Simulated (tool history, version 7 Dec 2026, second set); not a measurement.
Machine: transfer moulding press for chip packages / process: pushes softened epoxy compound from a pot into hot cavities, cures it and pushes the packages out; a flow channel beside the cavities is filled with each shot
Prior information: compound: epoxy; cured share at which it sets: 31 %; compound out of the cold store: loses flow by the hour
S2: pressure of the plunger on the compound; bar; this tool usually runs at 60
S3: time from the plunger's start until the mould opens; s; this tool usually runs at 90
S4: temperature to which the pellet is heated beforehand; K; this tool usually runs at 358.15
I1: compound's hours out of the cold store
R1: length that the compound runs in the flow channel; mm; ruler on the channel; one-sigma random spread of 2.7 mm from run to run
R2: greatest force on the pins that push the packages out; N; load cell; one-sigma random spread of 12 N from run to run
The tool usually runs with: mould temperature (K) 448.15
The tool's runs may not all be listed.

{"run": 1, "hour": 0.0, "mould temperature (K)": 448.15, "S2": 60, "S3": 90, "S4": 358.15, "I1": 29.7, "R1": 691, "R2": 766}
{"run": 2, "hour": 33.3, "mould temperature (K)": 448.15, "S2": 60, "S3": 90, "S4": 358.15, "I1": 34.7, "R1": 675, "R2": 822}
{"hour": 39.7, "done": "cavities cleaned with cleaning compound and waxed"}
{"hour": 50.6, "done": "mould's thermocouples calibrated"}
{"run": 3, "hour": 67.5, "mould temperature (K)": 448.15, "S2": 60, "S3": 90, "S4": 358.15, "I1": 42.4, "R1": 649, "R2": 991}
{"hour": 121.9, "done": "cavities cleaned with cleaning compound and waxed"}
{"run": 4, "hour": 126.7, "mould temperature (K)": 448.15, "S2": 60, "S3": 90, "S4": 358.15, "I1": 27.3, "R1": 686, "R2": 595}
{"run": 5, "hour": 186.6, "mould temperature (K)": 448.15, "S2": 60, "S3": 90, "S4": 358.15, "I1": 27.2, "R1": 679, "R2": 827}
{"hour": 205.0, "done": "cavities cleaned with cleaning compound and waxed"}
{"hour": 230.6, "done": "plunger's sealing rings changed"}
{"run": 6, "hour": 235.8, "mould temperature (K)": 448.15, "S2": 60, "S3": 90, "S4": 358.15, "I1": 23.8, "R1": 701, "R2": 755}
{"hour": 276.8, "done": "cavities cleaned with cleaning compound and waxed, once more"}
{"run": 7, "hour": 289.3, "mould temperature (K)": 448.15, "S2": 60, "S3": 90, "S4": 358.15, "I1": 29.7, "R1": 683, "R2": 651}
{"run": 8, "hour": 353.7, "mould temperature (K)": 448.15, "S2": 48.5, "S3": 90, "S4": 358.15, "I1": 39.3, "R1": 592, "R2": 850}
{"hour": 360.3, "done": "cavities cleaned with cleaning compound and waxed"}
{"run": 9, "hour": 406.9, "mould temperature (K)": 448.15, "S2": 48.5, "S3": 90, "S4": 358.15, "I1": 42.9, "R1": 582, "R2": 771}
{"hour": 442.6, "done": "cavities cleaned with cleaning compound and waxed"}
{"hour": 464.1, "done": "plunger's sealing rings changed"}
{"run": 10, "hour": 466.7, "mould temperature (K)": 448.15, "S2": 48.5, "S3": 90, "S4": 363.15, "I1": 27, "R1": 619, "R2": 688}
{"run": 11, "hour": 495.8, "mould temperature (K)": 448.15, "S2": 48.5, "S3": 90, "S4": 363.15, "I1": 24.8, "R1": 624, "R2": 790}
{"hour": 527.9, "done": "cavities cleaned with cleaning compound and waxed"}
{"run": 12, "hour": 554.1, "mould temperature (K)": 448.15, "S2": 48.5, "S3": 90, "S4": 363.15, "I1": 14.3, "R1": 646, "R2": 694}
{"run": 13, "hour": 585.1, "mould temperature (K)": 448.15, "S2": 48.5, "S3": 90, "S4": 363.15, "I1": 8, "R1": 659, "R2": 853}
{"hour": 608.4, "done": "cavities cleaned with cleaning compound and waxed"}
{"run": 14, "hour": 648.9, "mould temperature (K)": 448.15, "S2": 48.5, "S3": 90, "S4": 363.15, "I1": 9.7, "R1": 648, "R2": 737}
{"run": 15, "hour": 677.1, "mould temperature (K)": 448.15, "S2": 64.2, "S3": 80, "S4": 358.15, "I1": 23.1, "R1": 709, "R2": 1085}
{"hour": 688.3, "done": "cavities cleaned with cleaning compound and waxed"}
{"hour": 697.1, "done": "plunger's sealing rings changed"}
{"run": 16, "hour": 719.8, "mould temperature (K)": 442.15, "S2": 63.1, "S3": 127, "S4": 356.15, "I1": 15.6, "R1": 757, "R2": 560}
{"hour": 770.6, "done": "cavities cleaned with cleaning compound and waxed"}
{"run": 17, "hour": 776.8, "mould temperature (K)": 442.15, "S2": 63.1, "S3": 127, "S4": 356.15, "I1": 21.3, "R1": 740, "R2": 498}
{"run": 18, "hour": 823.1, "mould temperature (K)": 442.15, "S2": 63.1, "S3": 127, "S4": 356.15, "I1": 40.9, "R1": 683, "R2": 637}
{"hour": 850.7, "done": "cavities cleaned with cleaning compound and waxed"}
{"run": 19, "hour": 889.5, "mould temperature (K)": 447.15, "S2": 57.5, "S3": 127, "S4": 359.15, "I1": 34.3, "R1": 652, "R2": 552}
{"hour": 922.1, "done": "mould's thermocouples calibrated"}
{"hour": 928.5, "done": "plunger's sealing rings changed"}
{"run": 20, "hour": 928.5, "mould temperature (K)": 442.15, "S2": 66.9, "S3": 88, "S4": 358.15, "I1": 44.3, "R1": 705, "R2": 1360}
{"hour": 935.7, "done": "cavities cleaned with cleaning compound and waxed"}
{"run": 21, "hour": 960.8, "mould temperature (K)": 448.15, "S2": 60, "S3": 90, "S4": 352.15, "I1": 43.5, "R1": 660, "R2": 742}
{"run": 22, "hour": 1005.9, "mould temperature (K)": 443.15, "S2": 60, "S3": 76, "S4": 358.15, "I1": 26.9, "R1": 709, "R2": 1863}
{"hour": 1015.4, "done": "cavities cleaned with cleaning compound and waxed"}
{"run": 23, "hour": 1071.9, "mould temperature (K)": 443.15, "S2": 60, "S3": 76, "S4": 358.15, "I1": 33.5, "R1": 677, "R2": 1706}
{"hour": 1095.8, "done": "cavities cleaned with cleaning compound and waxed"}
{"run": 24, "hour": 1126.3, "mould temperature (K)": 453.15, "S2": 67.5, "S3": 77, "S4": 358.15, "I1": 40.1, "R1": 678, "R2": 750}
{"hour": 1159.1, "done": "plunger's sealing rings changed"}
{"hour": 1179.3, "done": "cavities cleaned with cleaning compound and waxed"}
{"run": 25, "hour": 1190.6, "mould temperature (K)": 453.15, "S2": 67.5, "S3": 77, "S4": 358.15, "I1": 28.1, "R1": 718, "R2": 685}
{"run": 26, "hour": 1217.9, "mould temperature (K)": 448.15, "S2": 47.2, "S3": 90, "S4": 356.15, "I1": 45.2, "R1": 576, "R2": 757}

Branching from run 26: 5 alternative next runs. What would each branch give?
{"hour": 1259.0, "done": "cavities cleaned with cleaning compound and waxed"}
{"run": "A", "hour": 1287.5, "mould temperature (K)": 448.15, "S2": 51.7, "S3": 124, "S4": 356.15, "I1": 12.5, "R1": "?", "R2": "?"}
{"hour": 1259.0, "done": "cavities cleaned with cleaning compound and waxed"}
{"run": "B", "hour": 1287.5, "mould temperature (K)": 448.15, "S2": 54, "S3": 90, "S4": 356.15, "I1": 17.4, "R1": "?", "R2": "?"}
{"hour": 1259.0, "done": "cavities cleaned with cleaning compound and waxed"}
{"run": "C", "hour": 1287.5, "mould temperature (K)": 448.15, "S2": 46.2, "S3": 90, "S4": 353.15, "I1": 26.6, "R1": "?", "R2": "?"}
{"hour": 1259.0, "done": "cavities cleaned with cleaning compound and waxed"}
{"run": "D", "hour": 1287.5, "mould temperature (K)": 448.15, "S2": 70.3, "S3": 86, "S4": 356.15, "I1": 13.4, "R1": "?", "R2": "?"}
{"hour": 1259.0, "done": "cavities cleaned with cleaning compound and waxed"}
{"run": "E", "hour": 1287.5, "mould temperature (K)": 449.15, "S2": 63.8, "S3": 90, "S4": 356.15, "I1": 37.3, "R1": "?", "R2": "?"}

run=A R1=668 R2=511
run=B R1=668 R2=727
run=C R1=602 R2=759
run=D R1=775 R2=820
run=E R1=678 R2=717
Without the tool's hidden state the same runs would have given:
run=A R1=681 R2=401
run=B R1=681 R2=580
run=C R1=613 R2=606
run=D R1=790 R2=658
run=E R1=691 R2=573

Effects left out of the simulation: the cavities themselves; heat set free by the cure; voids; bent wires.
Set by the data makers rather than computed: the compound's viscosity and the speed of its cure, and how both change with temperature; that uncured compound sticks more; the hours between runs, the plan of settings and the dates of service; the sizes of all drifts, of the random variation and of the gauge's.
